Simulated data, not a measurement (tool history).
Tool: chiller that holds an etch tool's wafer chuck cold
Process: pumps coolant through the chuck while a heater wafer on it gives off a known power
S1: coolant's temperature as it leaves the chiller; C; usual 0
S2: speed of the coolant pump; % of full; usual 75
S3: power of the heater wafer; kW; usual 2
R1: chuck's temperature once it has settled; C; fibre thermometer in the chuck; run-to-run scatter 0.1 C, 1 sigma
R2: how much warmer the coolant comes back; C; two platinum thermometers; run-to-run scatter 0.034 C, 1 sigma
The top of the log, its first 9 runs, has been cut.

run,hour,S1,S2,S3,R1,R2
10,1275.3,0,60,2,15.1,6.84
11,1465.2,0,60,2,14.9,6.8
12,1652.5,0,60,2,15,6.77
13,1806.5,0,75,2,12.8,5.24
14,1907.3,0,75,1.202,7.5,3.19
15,2007.7,0,75,1.202,7.8,3.21
16,2102.7,0,75,2.607,16.9,6.96
17,2252.1,0,75,2.607,17,6.93
18,2406.9,0,83,2.607,15.7,6.16
19,2553.6,-7,88,2.607,8,5.78
# hour 2603: coolant changed, channels flushed
20,2672.6,0,75,1.014,6.5,2.69
21,2854.2,0,75,1.014,6.5,2.71
22,3046.7,6,75,2,18.7,5.29
23,3195.5,-3,75,1.186,4.6,3.12
24,3397.1,-3,75,1.186,4.5,3.12
25,3544.3,6,75,1.186,13.5,3.11
26,3663.3,-6,75,2.862,12.2,7.57
27,3847.6,-6,75,2.862,12.3,7.57
28,3968.9,-6,75,2.862,12.5,7.59
29,4054.4,1,75,2.634,18.1,6.98
30,4250.6,-8,81,2,4.2,4.84
31,4356.4,-8,81,2,4.2,4.88
32,4468.6,-8,81,2,4.3,4.94

What if the next run were any one of these 4? Each begins from the tool's condition after run 32:
A,4663.3,7,74,2,?,?
B,4663.3,10,81,2,?,?
C,4663.3,-1,75,2,?,?
D,4663.3,0,82,2,?,?

run,R1,R2
A,20,5.39
B,22.1,4.88
C,12.1,5.27
D,12.1,4.75
With the hidden condition removed and each run's random variation left untouched, the same runs would have given:
run,R1,R2
A,20,5.38
B,22.1,4.87
C,12.1,5.26
D,12,4.74
